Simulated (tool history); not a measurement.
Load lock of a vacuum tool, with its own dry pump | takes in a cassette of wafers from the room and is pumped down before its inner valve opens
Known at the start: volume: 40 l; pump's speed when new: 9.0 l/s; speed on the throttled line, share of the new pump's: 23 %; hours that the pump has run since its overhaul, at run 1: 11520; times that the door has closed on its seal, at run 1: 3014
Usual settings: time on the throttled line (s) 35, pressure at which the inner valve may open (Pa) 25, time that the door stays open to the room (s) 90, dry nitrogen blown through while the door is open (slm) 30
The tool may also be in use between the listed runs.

run    hour  time on the throttled line (s)  pressure at which the inner valve may open (Pa)  time that the door stays open to the room (s)  dry nitrogen blown through while the door is open (slm)  hours that the pump has run since its overhaul  times that the door has closed on its seal  incoming humidity of the room's air, %  time from the closed door until the inner valve may open (s)  rise of the pressure with all valves shut (Pa/min)
  1     0.0                              35                                               25                                             90                                                       30                                           11520                                        3014                                    43.4                                                          70.8                                               0.041
  2    85.5                              35                                               25                                             90                                                       30                                           11606                                        3126                                    46.1                                                          70.5                                               0.043
  3   230.4                              35                                               25                                             90                                                       30                                           11751                                        3315                                    48.7                                                          71.1                                               0.046
  4   332.7                              35                                               25                                             90                                                       30                                           11853                                        3448                                    44.0                                                          71.4                                               0.042
  5   447.5                              35                                               25                                             90                                                       30                                           11968                                        3597                                    47.2                                                          71.2                                               0.043
  6   619.6                              35                                               25                                             90                                                       30                                           12140                                        3822                                    46.3                                                          71.4                                               0.044
  7   760.5                              35                                               25                                             90                                                       30                                           12281                                        4005                                    44.4                                                          70.5                                               0.043
  8   936.9                              35                                               25                                             49                                                       30                                           12457                                        4235                                    46.8                                                          71.4                                               0.037
  9  1091.5                              35                                               25                                             49                                                       30                                           12612                                        4436                                    45.0                                                          71.1                                               0.039
 10  1253.5                              35                                               42                                             59                                                       41                                           12774                                        4647                                    45.1                                                          69.6                                               0.036
 11  1414.8                              36                                               37                                            136                                                       17                                           12935                                        4858                                    43.6                                                          69.5                                               0.068
 12  1515.8                              35                                               26                                             57                                                       30                                           13036                                        4989                                    42.5                                                          70.7                                               0.039
 13  1697.0                              22                                               48                                             52                                                       30                                           13217                                        5225                                    41.2                                                          58.5                                               0.043
 14  1864.8                              35                                               42                                             90                                                       30                                           13385                                        5444                                    47.0                                                          69.0                                               0.051
 15  2043.0                              35                                               42                                             90                                                       30                                           13563                                        5676                                    46.1                                                          68.8                                               0.051
 16  2140.5                              35                                               42                                             90                                                        5                                           13661                                        5803                                    46.7                                                          69.5                                               0.077
 17  2240.4                              35                                               25                                             74                                                       19                                           13761                                        5933                                    45.1                                                          72.3                                               0.058
 18  2349.1                              35                                               25                                             88                                                       19                                           13869                                        6075                                    45.5                                                          72.6                                               0.062

Forecast each of these 3 alternatives for the next run:
  A  2525.6                              40                                               25                                             88                                                       19                                           14046                                        6305                                    48.4                                                             ?                                                   ?
  B  2525.6                              21                                               26                                             92                                                       30                                           14046                                        6305                                    46.7                                                             ?                                                   ?
  C  2525.6                              35                                               25                                             90                                                       19                                           14046                                        6305                                    43.6                                                             ?                                                   ?

run  time from the closed door until the inner valve may open (s)  rise of the pressure with all valves shut (Pa/min)
  A                                                          75.5                                               0.059
  B                                                          62.3                                               0.052
  C                                                          72.8                                               0.056
Without the tool's hidden state the same runs would have given:
run  time from the closed door until the inner valve may open (s)  rise of the pressure with all valves shut (Pa/min)
  A                                                          67.3                                               0.040
  B                                                          52.8                                               0.033
  C                                                          64.1                                               0.037
